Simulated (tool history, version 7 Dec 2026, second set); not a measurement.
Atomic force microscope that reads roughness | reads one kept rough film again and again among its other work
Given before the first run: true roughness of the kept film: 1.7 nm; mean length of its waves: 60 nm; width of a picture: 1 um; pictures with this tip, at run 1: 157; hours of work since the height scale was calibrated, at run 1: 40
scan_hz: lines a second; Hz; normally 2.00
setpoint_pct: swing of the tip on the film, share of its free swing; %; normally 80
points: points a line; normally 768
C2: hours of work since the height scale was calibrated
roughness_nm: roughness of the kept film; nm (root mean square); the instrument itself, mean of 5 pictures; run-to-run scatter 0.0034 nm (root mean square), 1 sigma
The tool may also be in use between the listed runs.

Run 1, hour 0.0: usual settings; pictures with this tip 157; C2 40. Result: roughness_nm 1.379 nm (root mean square).
Run 2, hour 13.9: usual settings; pictures with this tip 185; C2 51. Result: roughness_nm 1.379 nm (root mean square).
Run 3, hour 30.6: usual settings; pictures with this tip 219; C2 64. Result: roughness_nm 1.378 nm (root mean square).
Run 4, hour 42.4: usual settings; pictures with this tip 242; C2 73. Result: roughness_nm 1.377 nm (root mean square).
Run 5, hour 65.3: usual settings; pictures with this tip 289; C2 90. Result: roughness_nm 1.370 nm (root mean square).
Run 6, hour 78.3: usual settings but scan_hz 0.65 Hz; pictures with this tip 315; C2 100. Result: roughness_nm 1.549 nm (root mean square).
Run 7, hour 97.9: usual settings but scan_hz 0.65 Hz; pictures with this tip 354; C2 116. Result: roughness_nm 1.544 nm (root mean square).
At hour 115.2: new tip fitted.
Run 8, hour 116.2: usual settings but scan_hz 0.65 Hz; pictures with this tip 2; C2 129. Result: roughness_nm 1.575 nm (root mean square).
Run 9, hour 134.5: usual settings; pictures with this tip 39; C2 144. Result: roughness_nm 1.382 nm (root mean square).
Run 10, hour 158.4: usual settings; pictures with this tip 87; C2 162. Result: roughness_nm 1.384 nm (root mean square).
Run 11, hour 173.8: usual settings but points 257; pictures with this tip 118; C2 174. Result: roughness_nm 1.375 nm (root mean square).
Run 12, hour 193.9: usual settings but points 257; pictures with this tip 159; C2 189. Result: roughness_nm 1.377 nm (root mean square).
Run 13, hour 208.6: usual settings but points 257; pictures with this tip 188; C2 201. Result: roughness_nm 1.365 nm (root mean square).
Run 14, hour 228.4: usual settings but points 257; pictures with this tip 228; C2 216. Result: roughness_nm 1.368 nm (root mean square).
Run 15, hour 250.5: usual settings; pictures with this tip 273; C2 233. Result: roughness_nm 1.371 nm (root mean square).
Run 16, hour 270.1: usual settings; pictures with this tip 312; C2 248. Result: roughness_nm 1.368 nm (root mean square).
Run 17, hour 289.7: usual settings; pictures with this tip 352; C2 264. Result: roughness_nm 1.362 nm (root mean square).
Run 18, hour 304.9: usual settings but points 383; pictures with this tip 382; C2 275. Result: roughness_nm 1.364 nm (root mean square).
At hour 308.7: new tip fitted.
Run 19, hour 315.4: usual settings but points 383; pictures with this tip 13; C2 283. Result: roughness_nm 1.377 nm (root mean square).
Run 20, hour 336.6: usual settings; pictures with this tip 56; C2 299. Result: roughness_nm 1.384 nm (root mean square).
Run 21, hour 360.7: usual settings; pictures with this tip 105; C2 318. Result: roughness_nm 1.377 nm (root mean square).
Run 22, hour 371.3: usual settings; pictures with this tip 126; C2 326. Result: roughness_nm 1.377 nm (root mean square).
Run 23, hour 391.3: usual settings; pictures with this tip 166; C2 342. Result: roughness_nm 1.375 nm (root mean square).
Run 24, hour 401.7: usual settings; pictures with this tip 187; C2 350. Result: roughness_nm 1.373 nm (root mean square).
Run 25, hour 416.9: usual settings but scan_hz 0.88 Hz; pictures with this tip 218; C2 362. Result: roughness_nm 1.520 nm (root mean square).
Run 26, hour 428.3: usual settings but scan_hz 0.88 Hz; pictures with this tip 241; C2 370. Result: roughness_nm 1.515 nm (root mean square).
Run 27, hour 439.1: usual settings but scan_hz 0.88 Hz; pictures with this tip 263; C2 379. Result: roughness_nm 1.524 nm (root mean square).
Run 28, hour 453.8: usual settings but scan_hz 0.88 Hz; pictures with this tip 292; C2 390. Result: roughness_nm 1.514 nm (root mean square).
Run 29, hour 477.5: usual settings but scan_hz 0.88 Hz; pictures with this tip 340; C2 408. Result: roughness_nm 1.512 nm (root mean square).
Run 30, hour 499.7: usual settings but scan_hz 0.88 Hz, setpoint_pct 82 %; pictures with this tip 385; C2 426. Result: roughness_nm 1.499 nm (root mean square).
At hour 501.9: new tip fitted.
Run 31, hour 522.2: usual settings but scan_hz 0.88 Hz, setpoint_pct 87 %, points 301; pictures with this tip 41; C2 443. Result: roughness_nm 1.480 nm (root mean square).
Run 32, hour 536.0: usual settings but scan_hz 0.88 Hz, setpoint_pct 87 %, points 301; pictures with this tip 69; C2 453. Result: roughness_nm 1.483 nm (root mean square).
Run 33, hour 546.1: usual settings but scan_hz 1.28 Hz, setpoint_pct 67 %, points 304; pictures with this tip 89; C2 461. Result: roughness_nm 1.564 nm (root mean square).
Run 34, hour 563.2: usual settings but setpoint_pct 89 %, points 614; pictures with this tip 124; C2 474. Result: roughness_nm 1.265 nm (root mean square).
Run 35, hour 574.0: usual settings but points 361; pictures with this tip 146; C2 483. Result: roughness_nm 1.371 nm (root mean square).
Run 36, hour 591.9: usual settings but setpoint_pct 72 %, points 387; pictures with this tip 182; C2 497. Result: roughness_nm 1.457 nm (root mean square).
Run 37, hour 609.5: usual settings but scan_hz 1.65 Hz, points 769; pictures with this tip 217; C2 510. Result: roughness_nm 1.417 nm (root mean square).
Run 38, hour 621.7: usual settings but scan_hz 1.65 Hz, points 769; pictures with this tip 242; C2 520. Result: roughness_nm 1.420 nm (root mean square).
Run 39, hour 633.3: usual settings but setpoint_pct 78 %; pictures with this tip 265; C2 529. Result: roughness_nm 1.394 nm (root mean square).
Run 40, hour 650.5: usual settings but scan_hz 1.76 Hz; pictures with this tip 300; C2 542. Result: roughness_nm 1.396 nm (root mean square).
Run 41, hour 669.3: usual settings but scan_hz 3.56 Hz, setpoint_pct 75 %, points 328; pictures with this tip 338; C2 556. Result: roughness_nm 1.282 nm (root mean square).
Run 42, hour 681.4: usual settings but scan_hz 0.60 Hz, setpoint_pct 70 %, points 422; pictures with this tip 362; C2 566. Result: roughness_nm 1.588 nm (root mean square).
At hour 694.2: new tip fitted.
Run 43, hour 697.0: usual settings but scan_hz 0.60 Hz, setpoint_pct 70 %, points 422; pictures with this tip 5; C2 577. Result: roughness_nm 1.611 nm (root mean square).
Run 44, hour 716.3: usual settings but scan_hz 0.60 Hz, setpoint_pct 70 %, points 422; pictures with this tip 44; C2 592. Result: roughness_nm 1.608 nm (root mean square).
Run 45, hour 730.1: usual settings but scan_hz 2.13 Hz, points 331; pictures with this tip 72; C2 603. Result: roughness_nm 1.360 nm (root mean square).
Run 46, hour 747.4: usual settings but scan_hz 2.13 Hz, points 331; pictures with this tip 107; C2 616. Result: roughness_nm 1.362 nm (root mean square).
Run 47, hour 767.5: usual settings but scan_hz 0.89 Hz, setpoint_pct 78 %, points 281; pictures with this tip 147; C2 632. Result: roughness_nm 1.529 nm (root mean square).
Run 48, hour 786.5: usual settings but setpoint_pct 89 %, points 398; pictures with this tip 186; C2 647. Result: roughness_nm 1.259 nm (root mean square).
Run 49, hour 808.6: usual settings but scan_hz 0.63 Hz, setpoint_pct 59 %, points 270; pictures with this tip 230; C2 664. Result: roughness_nm 1.621 nm (root mean square).
Run 50, hour 832.2: usual settings but scan_hz 1.60 Hz, setpoint_pct 87 %, points 464; pictures with this tip 278; C2 682. Result: roughness_nm 1.340 nm (root mean square).
Run 51, hour 854.1: usual settings but scan_hz 1.09 Hz, setpoint_pct 56 %, points 357; pictures with this tip 322; C2 699. Result: roughness_nm 1.601 nm (root mean square).
Run 52, hour 868.5: usual settings but setpoint_pct 88 %; pictures with this tip 351; C2 710. Result: roughness_nm 1.264 nm (root mean square).
Run 53, hour 878.3: usual settings but setpoint_pct 88 %; pictures with this tip 371; C2 718. Result: roughness_nm 1.259 nm (root mean square).

Per-run results on a tool with no hidden state, each run keeping its own random variation:
The tool's hidden condition here consists of: radius of the tip, nm; height scale over the true one, %; drift of the gauge itself on roughness_nm, %.
run  roughness_nm
  1         1.389
  2         1.391
  3         1.392
  4         1.392
  5         1.388
  6         1.572
  7         1.569
  8         1.575
  9         1.383
 10         1.388
 11         1.382
 12         1.386
 13         1.375
 14         1.381
 15         1.387
 16         1.386
 17         1.383
 18         1.386
 19         1.379
 20         1.389
 21         1.385
 22         1.387
 23         1.387
 24         1.386
 25         1.537
 26         1.534
 27         1.544
 28         1.536
 29         1.537
 30         1.527
 31         1.484
 32         1.489
 33         1.572
 34         1.274
 35         1.382
 36         1.471
 37         1.432
 38         1.437
 39         1.412
 40         1.416
 41         1.303
 42         1.616
 43         1.616
 44         1.615
 45         1.368
 46         1.372
 47         1.542
 48         1.273
 49         1.642
 50         1.360
 51         1.628
 52         1.287
 53         1.283
